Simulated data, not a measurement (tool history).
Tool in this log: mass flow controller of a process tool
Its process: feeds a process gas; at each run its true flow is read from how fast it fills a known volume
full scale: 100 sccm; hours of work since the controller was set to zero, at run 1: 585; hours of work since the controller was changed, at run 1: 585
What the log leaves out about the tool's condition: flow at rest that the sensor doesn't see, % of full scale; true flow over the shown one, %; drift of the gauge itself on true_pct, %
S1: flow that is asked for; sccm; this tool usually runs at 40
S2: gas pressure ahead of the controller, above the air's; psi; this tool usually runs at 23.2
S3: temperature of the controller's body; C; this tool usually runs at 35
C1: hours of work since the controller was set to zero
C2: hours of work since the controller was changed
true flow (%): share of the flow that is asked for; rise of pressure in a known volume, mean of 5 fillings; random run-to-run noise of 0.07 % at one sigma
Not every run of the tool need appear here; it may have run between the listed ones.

{"run": 1, "hour": 0.0, "S1": 40, "S2": 23.2, "S3": 35, "C1": 585, "C2": 585, "true flow (%)": 98.15}
{"run": 2, "hour": 129.0, "S1": 40, "S2": 23.2, "S3": 35, "C1": 627, "C2": 627, "true flow (%)": 98.11}
{"run": 3, "hour": 259.6, "S1": 40, "S2": 23.2, "S3": 35, "C1": 670, "C2": 670, "true flow (%)": 97.93}
{"run": 4, "hour": 388.0, "S1": 40, "S2": 23.2, "S3": 35, "C1": 712, "C2": 712, "true flow (%)": 97.98}
{"run": 5, "hour": 536.0, "S1": 40, "S2": 23.2, "S3": 35, "C1": 761, "C2": 761, "true flow (%)": 98.02}
{"run": 6, "hour": 662.4, "S1": 40, "S2": 23.2, "S3": 35, "C1": 802, "C2": 802, "true flow (%)": 97.87}
{"run": 7, "hour": 791.2, "S1": 40, "S2": 23.2, "S3": 35, "C1": 845, "C2": 845, "true flow (%)": 97.95}
{"run": 8, "hour": 887.5, "S1": 40, "S2": 23.2, "S3": 35, "C1": 876, "C2": 876, "true flow (%)": 98.14}
{"run": 9, "hour": 987.8, "S1": 40, "S2": 23.2, "S3": 35, "C1": 909, "C2": 909, "true flow (%)": 97.92}
{"run": 10, "hour": 1087.0, "S1": 40, "S2": 23.2, "S3": 35, "C1": 942, "C2": 942, "true flow (%)": 98.03}
{"hour": 1101.0, "done": "controller's zero set anew"}
{"run": 11, "hour": 1207.6, "S1": 40, "S2": 23.2, "S3": 35, "C1": 35, "C2": 981, "true flow (%)": 97.85}
{"run": 12, "hour": 1358.7, "S1": 40, "S2": 23.2, "S3": 35, "C1": 85, "C2": 1031, "true flow (%)": 97.74}
{"run": 13, "hour": 1456.5, "S1": 40, "S2": 23.5, "S3": 36, "C1": 117, "C2": 1063, "true flow (%)": 97.73}
{"run": 14, "hour": 1529.3, "S1": 10, "S2": 23.5, "S3": 36, "C1": 141, "C2": 1087, "true flow (%)": 94.06}
{"hour": 1554.2, "done": "controller's zero set anew, once more"}
{"run": 15, "hour": 1633.6, "S1": 72, "S2": 25.5, "S3": 31, "C1": 26, "C2": 1121, "true flow (%)": 99.4}
{"run": 16, "hour": 1753.6, "S1": 72, "S2": 25.5, "S3": 31, "C1": 65, "C2": 1160, "true flow (%)": 99.36}
{"run": 17, "hour": 1835.8, "S1": 72, "S2": 25.5, "S3": 31, "C1": 92, "C2": 1187, "true flow (%)": 99.48}
{"run": 18, "hour": 1942.0, "S1": 72, "S2": 40.5, "S3": 26, "C1": 127, "C2": 1222, "true flow (%)": 99.4}
{"run": 19, "hour": 2054.0, "S1": 40, "S2": 24.7, "S3": 35, "C1": 164, "C2": 1259, "true flow (%)": 98.33}
{"run": 20, "hour": 2214.4, "S1": 12, "S2": 23.2, "S3": 39, "C1": 217, "C2": 1311, "true flow (%)": 97.19}
{"run": 21, "hour": 2344.0, "S1": 17, "S2": 23.2, "S3": 36, "C1": 259, "C2": 1354, "true flow (%)": 97.55}
{"run": 22, "hour": 2447.1, "S1": 44, "S2": 31.5, "S3": 32, "C1": 293, "C2": 1388, "true flow (%)": 98.47}
{"run": 23, "hour": 2552.6, "S1": 96, "S2": 38.1, "S3": 31, "C1": 328, "C2": 1422, "true flow (%)": 100.51}
{"run": 24, "hour": 2661.9, "S1": 96, "S2": 38.1, "S3": 31, "C1": 364, "C2": 1458, "true flow (%)": 100.26}

Alternative continuations, all from the tool just after run 24; predict every row:
{"run": "A", "hour": 2761.2, "S1": 33, "S2": 23.2, "S3": 35, "C1": 396, "C2": 1491, "true flow (%)": "?"}
{"run": "B", "hour": 2761.2, "S1": 19, "S2": 32.6, "S3": 36, "C1": 396, "C2": 1491, "true flow (%)": "?"}
{"run": "C", "hour": 2761.2, "S1": 96, "S2": 35.7, "S3": 31, "C1": 396, "C2": 1491, "true flow (%)": "?"}
{"run": "D", "hour": 2761.2, "S1": 14, "S2": 38.1, "S3": 38, "C1": 396, "C2": 1491, "true flow (%)": "?"}
{"run": "E", "hour": 2761.2, "S1": 40, "S2": 32.9, "S3": 21, "C1": 396, "C2": 1491, "true flow (%)": "?"}

run=A true_flow_(%)=98.05
run=B true_flow_(%)=97.52
run=C true_flow_(%)=100.39
run=D true_flow_(%)=97.31
run=E true_flow_(%)=97.81
Stripped of hidden state, with their random variation kept, the same runs would have yielded:
run=A true_flow_(%)=98.09
run=B true_flow_(%)=97.79
run=C true_flow_(%)=100.24
run=D true_flow_(%)=97.77
run=E true_flow_(%)=97.8
